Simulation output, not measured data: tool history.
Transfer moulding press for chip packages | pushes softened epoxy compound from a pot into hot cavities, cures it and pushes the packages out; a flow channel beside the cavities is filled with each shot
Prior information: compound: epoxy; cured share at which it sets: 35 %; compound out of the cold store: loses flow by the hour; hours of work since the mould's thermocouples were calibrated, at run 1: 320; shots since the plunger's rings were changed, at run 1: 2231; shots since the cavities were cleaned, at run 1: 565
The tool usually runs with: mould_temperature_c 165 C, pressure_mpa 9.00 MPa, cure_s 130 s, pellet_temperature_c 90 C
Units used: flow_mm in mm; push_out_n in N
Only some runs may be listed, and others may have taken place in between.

| run | hour | mould_temperature_c | pressure_mpa | cure_s | pellet_temperature_c | hours of work since the mould's thermocouples were calibrated | shots since the plunger's rings were changed | shots since the cavities were cleaned | incoming compound's hours out of the cold store | flow_mm | push_out_n |
|---|---|---|---|---|---|---|---|---|---|---|---|
| 1 | 0.0 | 165 | 9.00 | 130 | 90 | 320 | 2231 | 565 | 21.6 | 580.8 | 723 |
|  | 14.2 | cavities cleaned with cleaning compound and waxed |
| 2 | 53.2 | 165 | 7.93 | 130 | 90 | 362 | 2839 | 458 | 38.4 | 521.2 | 632 |
|  | 76.8 | cavities cleaned with cleaning compound and waxed |
| 3 | 101.0 | 165 | 7.93 | 130 | 90 | 398 | 3383 | 283 | 24.4 | 533.5 | 594 |
|  | 114.1 | plunger's sealing rings changed |
| 4 | 135.9 | 165 | 7.93 | 111 | 90 | 424 | 257 | 665 | 46.9 | 526.1 | 919 |
|  | 142.9 | cavities cleaned with cleaning compound and waxed |
|  | 201.7 | cavities cleaned with cleaning compound and waxed |
| 5 | 206.0 | 165 | 7.01 | 111 | 90 | 478 | 1045 | 50 | 44.3 | 492.1 | 542 |
|  | 263.2 | cavities cleaned with cleaning compound and waxed |
| 6 | 275.1 | 165 | 9.00 | 130 | 90 | 532 | 1841 | 140 | 20.7 | 584.8 | 504 |
|  | 322.2 | cavities cleaned with cleaning compound and waxed |
| 7 | 344.7 | 165 | 9.00 | 130 | 90 | 586 | 2642 | 265 | 19.1 | 580.4 | 609 |
|  | 385.4 | cavities cleaned with cleaning compound and waxed |
|  | 422.6 | plunger's sealing rings changed |
| 8 | 427.5 | 165 | 9.00 | 130 | 90 | 649 | 58 | 466 | 18.2 | 599.5 | 694 |
|  | 448.9 | cavities cleaned with cleaning compound and waxed |
| 9 | 496.2 | 157 | 9.00 | 130 | 90 | 702 | 848 | 556 | 10.0 | 637.1 | 1306 |
|  | 509.9 | cavities cleaned with cleaning compound and waxed |
|  | 545.2 | mould's thermocouples calibrated |
| 10 | 545.7 | 157 | 9.00 | 130 | 90 | 0 | 1389 | 398 | 11.4 | 622.8 | 1025 |
|  | 572.5 | cavities cleaned with cleaning compound and waxed |
| 11 | 611.9 | 171 | 9.79 | 130 | 88 | 52 | 2150 | 463 | 33.3 | 568.6 | 575 |
|  | 636.0 | cavities cleaned with cleaning compound and waxed |
| 12 | 684.0 | 165 | 8.68 | 148 | 90 | 108 | 2980 | 565 | 33.6 | 546.9 | 615 |
|  | 695.3 | cavities cleaned with cleaning compound and waxed |
| 13 | 722.5 | 168 | 6.85 | 148 | 84 | 138 | 3415 | 320 | 19.0 | 491.6 | 556 |
|  | 735.5 | plunger's sealing rings changed |
|  | 756.1 | cavities cleaned with cleaning compound and waxed |
| 14 | 763.9 | 161 | 9.75 | 148 | 84 | 167 | 316 | 91 | 19.2 | 630.6 | 467 |
| 15 | 805.8 | 161 | 9.75 | 148 | 84 | 201 | 809 | 584 | 35.0 | 607.2 | 718 |
|  | 814.3 | cavities cleaned with cleaning compound and waxed |
| 16 | 850.3 | 164 | 9.75 | 156 | 84 | 235 | 1314 | 422 | 9.8 | 627.6 | 606 |
|  | 875.6 | cavities cleaned with cleaning compound and waxed |
| 17 | 928.3 | 165 | 9.00 | 147 | 83 | 296 | 2214 | 619 | 19.8 | 581.2 | 657 |
|  | 936.6 | cavities cleaned with cleaning compound and waxed |
| 18 | 978.6 | 165 | 9.64 | 130 | 97 | 335 | 2788 | 493 | 9.2 | 610.4 | 655 |
|  | 1000.1 | cavities cleaned with cleaning compound and waxed |
| 19 | 1035.6 | 162 | 10.96 | 115 | 82 | 379 | 3441 | 418 | 37.3 | 620.8 | 972 |
|  | 1044.1 | plunger's sealing rings changed |
|  | 1063.2 | cavities cleaned with cleaning compound and waxed |
| 20 | 1116.8 | 165 | 9.00 | 143 | 91 | 441 | 836 | 630 | 35.3 | 569.4 | 659 |

Pick out some run-to-run changes in flow_mm. Of each, how much would a tool without hidden state show as well, from the settings, what came in and chance, and how much is left for the hidden state and any gauge scatter not in both results compared?
What the log doesn't record here: true mould temperature over the reading, C; pressure that reaches the compound, % of what is set; grip of the stained cavities, % over clean ones'; drift of the gauge itself on flow_mm, %; drift of the gauge itself on push_out_n, %.
Run 3 -> 4: cure_s 130 -> 111, plunger's sealing rings changed. flow_mm -7.4 mm: hidden state +18.4, all else -25.8.
Run 5 -> 6: pressure_mpa 7.01 -> 9.00, cure_s 111 -> 130, cavities cleaned with cleaning compound and waxed. flow_mm +92.7 mm: hidden state -5.3, all else +98.0.
Run 7 -> 8: cavities cleaned with cleaning compound and waxed, plunger's sealing rings changed. flow_mm +19.1 mm: hidden state +18.4, all else +0.7.
Run 13 -> 14: mould_temperature_c 168 -> 161, pressure_mpa 6.85 -> 9.75, plunger's sealing rings changed, cavities cleaned with cleaning compound and waxed. flow_mm +139.0 mm: hidden state +17.5, all else +121.5.
